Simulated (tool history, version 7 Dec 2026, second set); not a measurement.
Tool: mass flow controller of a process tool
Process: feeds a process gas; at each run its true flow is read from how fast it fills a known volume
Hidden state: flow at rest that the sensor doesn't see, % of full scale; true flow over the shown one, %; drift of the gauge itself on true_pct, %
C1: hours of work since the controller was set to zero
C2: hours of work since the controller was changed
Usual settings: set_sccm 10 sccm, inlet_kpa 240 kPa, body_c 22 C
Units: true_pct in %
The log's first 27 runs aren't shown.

{"run": 28, "hour": 10217.2, "set_sccm": 12, "inlet_kpa": 240, "body_c": 30, "C1": 687, "C2": 687, "true_pct": 98.68}
{"run": 29, "hour": 10729.3, "set_sccm": 12, "inlet_kpa": 240, "body_c": 30, "C1": 901, "C2": 901, "true_pct": 98.53}
{"run": 30, "hour": 11253.6, "set_sccm": 12, "inlet_kpa": 240, "body_c": 21, "C1": 1120, "C2": 1120, "true_pct": 98.69}
{"run": 31, "hour": 11756.7, "set_sccm": 12, "inlet_kpa": 240, "body_c": 21, "C1": 1330, "C2": 1330, "true_pct": 98.55}
{"hour": 11810.1, "done": "controller's zero set anew"}
{"run": 32, "hour": 12269.5, "set_sccm": 12, "inlet_kpa": 267, "body_c": 21, "C1": 192, "C2": 1545, "true_pct": 98.38}
{"run": 33, "hour": 12677.3, "set_sccm": 12, "inlet_kpa": 244, "body_c": 28, "C1": 363, "C2": 1715, "true_pct": 98.17}
{"run": 34, "hour": 12969.4, "set_sccm": 12, "inlet_kpa": 244, "body_c": 28, "C1": 485, "C2": 1837, "true_pct": 98.16}
{"run": 35, "hour": 13311.0, "set_sccm": 3, "inlet_kpa": 244, "body_c": 28, "C1": 628, "C2": 1980, "true_pct": 95.38}
{"run": 36, "hour": 13714.1, "set_sccm": 3, "inlet_kpa": 244, "body_c": 28, "C1": 796, "C2": 2149, "true_pct": 95.11}
{"run": 37, "hour": 14099.9, "set_sccm": 8, "inlet_kpa": 231, "body_c": 38, "C1": 958, "C2": 2310, "true_pct": 96.78}
{"run": 38, "hour": 14405.1, "set_sccm": 2, "inlet_kpa": 240, "body_c": 22, "C1": 1085, "C2": 2438, "true_pct": 93.93}
{"hour": 14681.7, "done": "controller's zero set anew, once more"}
{"run": 39, "hour": 14784.5, "set_sccm": 10, "inlet_kpa": 249, "body_c": 33, "C1": 43, "C2": 2596, "true_pct": 97.84}
{"run": 40, "hour": 15069.3, "set_sccm": 10, "inlet_kpa": 249, "body_c": 33, "C1": 162, "C2": 2715, "true_pct": 97.75}
{"run": 41, "hour": 15602.1, "set_sccm": 14, "inlet_kpa": 249, "body_c": 33, "C1": 385, "C2": 2938, "true_pct": 98.41}
{"run": 42, "hour": 15986.5, "set_sccm": 14, "inlet_kpa": 151, "body_c": 27, "C1": 546, "C2": 3099, "true_pct": 98.55}
{"run": 43, "hour": 16260.9, "set_sccm": 3, "inlet_kpa": 170, "body_c": 35, "C1": 660, "C2": 3214, "true_pct": 96.12}
{"run": 44, "hour": 16798.2, "set_sccm": 3, "inlet_kpa": 252, "body_c": 21, "C1": 885, "C2": 3438, "true_pct": 96.06}
{"run": 45, "hour": 17344.8, "set_sccm": 16, "inlet_kpa": 194, "body_c": 32, "C1": 1114, "C2": 3667, "true_pct": 98.28}
{"run": 46, "hour": 17607.1, "set_sccm": 3, "inlet_kpa": 210, "body_c": 37, "C1": 1223, "C2": 3777, "true_pct": 95.52}
{"run": 47, "hour": 17954.5, "set_sccm": 6, "inlet_kpa": 162, "body_c": 22, "C1": 1369, "C2": 3922, "true_pct": 96.94}

3 ways to go on from here, each from the tool as it stands after run 47. What would each give?
{"run": "A", "hour": 18223.2, "set_sccm": 6, "inlet_kpa": 273, "body_c": 31, "C1": 1481, "C2": 4034, "true_pct": "?"}
{"run": "B", "hour": 18223.2, "set_sccm": 3, "inlet_kpa": 188, "body_c": 22, "C1": 1481, "C2": 4034, "true_pct": "?"}
{"run": "C", "hour": 18223.2, "set_sccm": 6, "inlet_kpa": 217, "body_c": 25, "C1": 1481, "C2": 4034, "true_pct": "?"}

run=A true_pct=96.29
run=B true_pct=95.63
run=C true_pct=96.61
Without the tool's hidden state the same runs would have given:
run=A true_pct=97.88
run=B true_pct=97.89
run=C true_pct=98.21

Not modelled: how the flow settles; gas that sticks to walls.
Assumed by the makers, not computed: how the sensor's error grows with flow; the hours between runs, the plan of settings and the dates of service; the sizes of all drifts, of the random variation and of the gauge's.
